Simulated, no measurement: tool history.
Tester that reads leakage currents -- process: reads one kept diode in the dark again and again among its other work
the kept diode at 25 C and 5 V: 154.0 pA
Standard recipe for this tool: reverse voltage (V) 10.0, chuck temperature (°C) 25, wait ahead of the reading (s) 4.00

run,hour,reverse voltage (V),chuck temperature (°C),wait ahead of the reading (s),current that the tester gives (pA)
1,0.0,10.0,25,4.00,257.86
2,49.3,10.0,25,4.00,257.46
3,128.0,1.2,25,4.00,80.57
4,220.3,10.0,30,4.00,362.78
# hour 236.6: probe card cleaned and baked
5,294.3,10.0,25,4.00,237.94
6,370.2,10.0,25,4.00,239.60
7,482.3,10.0,25,4.00,243.57
8,589.1,10.0,25,4.00,243.31
9,681.2,10.7,25,4.00,254.85
10,786.6,10.0,33,4.00,434.19
11,894.0,10.0,25,4.00,251.92
12,952.3,2.0,25,4.00,107.38
# hour 967.8: chuck's temperature calibrated
13,1067.0,10.0,21,4.00,173.51
14,1160.9,10.0,21,4.00,176.31
15,1241.5,9.0,25,4.00,222.51
16,1307.0,9.0,25,4.00,224.68
17,1396.0,9.0,25,4.00,227.07
18,1483.4,9.0,59,4.00,2045.42
19,1549.3,10.0,25,1.12,245.66
20,1662.7,10.0,25,2.26,246.09
21,1728.9,10.0,25,2.26,247.53
22,1784.4,10.0,25,2.26,248.48
23,1834.6,4.0,29,0.36,203.45
24,1935.6,10.0,42,4.00,780.22
25,2021.2,1.8,25,5.68,99.94
26,2112.6,1.8,25,5.68,100.09
27,2195.1,4.2,25,0.47,162.02
# hour 2230.8: chuck's temperature calibrated
28,2258.3,4.2,25,0.47,154.22
29,2367.0,5.5,44,4.00,623.21
30,2458.3,5.5,44,4.00,629.53
# hour 2526.2: tester calibrated
31,2527.9,1.4,28,5.77,101.61
32,2585.8,1.4,28,5.77,102.40
33,2694.4,5.7,28,0.36,224.74
34,2781.1,5.6,29,4.00,234.28
35,2832.6,17.8,21,4.00,264.07
36,2936.0,19.4,21,4.07,279.57

The next listed run, before its measurement:
37,3042.0,10.5,44,4.05,?

{"run 37": {"current that the tester gives (pA)": 894.38}}
Without the tool's hidden state the same run would have given current that the tester gives (pA) 839.69.

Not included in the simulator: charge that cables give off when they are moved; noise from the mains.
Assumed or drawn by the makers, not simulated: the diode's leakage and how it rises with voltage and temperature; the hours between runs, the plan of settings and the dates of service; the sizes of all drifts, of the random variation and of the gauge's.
